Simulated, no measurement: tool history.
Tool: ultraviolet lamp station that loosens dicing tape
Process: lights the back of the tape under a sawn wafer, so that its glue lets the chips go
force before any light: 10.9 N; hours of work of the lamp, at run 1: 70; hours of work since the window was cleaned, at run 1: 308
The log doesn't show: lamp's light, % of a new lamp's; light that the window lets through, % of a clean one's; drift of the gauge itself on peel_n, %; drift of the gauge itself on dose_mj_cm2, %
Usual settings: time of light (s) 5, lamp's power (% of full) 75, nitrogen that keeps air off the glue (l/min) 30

run,day,time of light (s),lamp's power (% of full),nitrogen that keeps air off the glue (l/min),hours of work of the lamp,hours of work since the window was cleaned,force that peels the tape off (N),light that reached the tape (mJ/cm²)
1,0,5,75,30,70,308,1.729,433
2,0.729,5,75,33,80,318,1.67,430
3,1.271,5,75,33,87,325,1.726,420
4,1.675,5,75,33,93,331,1.696,425
5,2.338,5,75,33,102,340,1.703,422
6,3.071,5,75,48,111,349,1.513,422
7,3.617,5,75,48,119,357,1.547,420
8,4.179,5,75,48,126,364,1.585,418
9,4.762,5,75,48,134,372,1.612,411
10,5.317,5,63,59,142,380,2.048,346
# day 5.412: window cleaned of glue's vapour
11,5.779,5,63,59,148,5,2.139,335
12,6.392,5,71,52,156,13,1.738,375
13,6.825,8,89,29,162,19,0.571,753
# day 7.104: window cleaned of glue's vapour, once more
14,7.333,2,98,27,168,3,4.196,228
15,7.938,8,85,30,177,11,0.531,784
16,8.629,9,78,35,186,21,0.478,807

Measured less the same run without the tool's hidden state. The same run-to-run variation is in both; the gauge's scatter may not be:
run,force that peels the tape off (N),light that reached the tape (mJ/cm²)
1,+0.287,-48
2,+0.298,-50
3,+0.318,-51
4,+0.322,-54
5,+0.338,-56
6,+0.331,-59
7,+0.346,-61
8,+0.366,-63
9,+0.388,-65
10,+0.463,-57
11,+0.549,-65
12,+0.488,-76
13,+0.182,-156
14,+0.368,-22
15,+0.096,-82
16,+0.087,-90

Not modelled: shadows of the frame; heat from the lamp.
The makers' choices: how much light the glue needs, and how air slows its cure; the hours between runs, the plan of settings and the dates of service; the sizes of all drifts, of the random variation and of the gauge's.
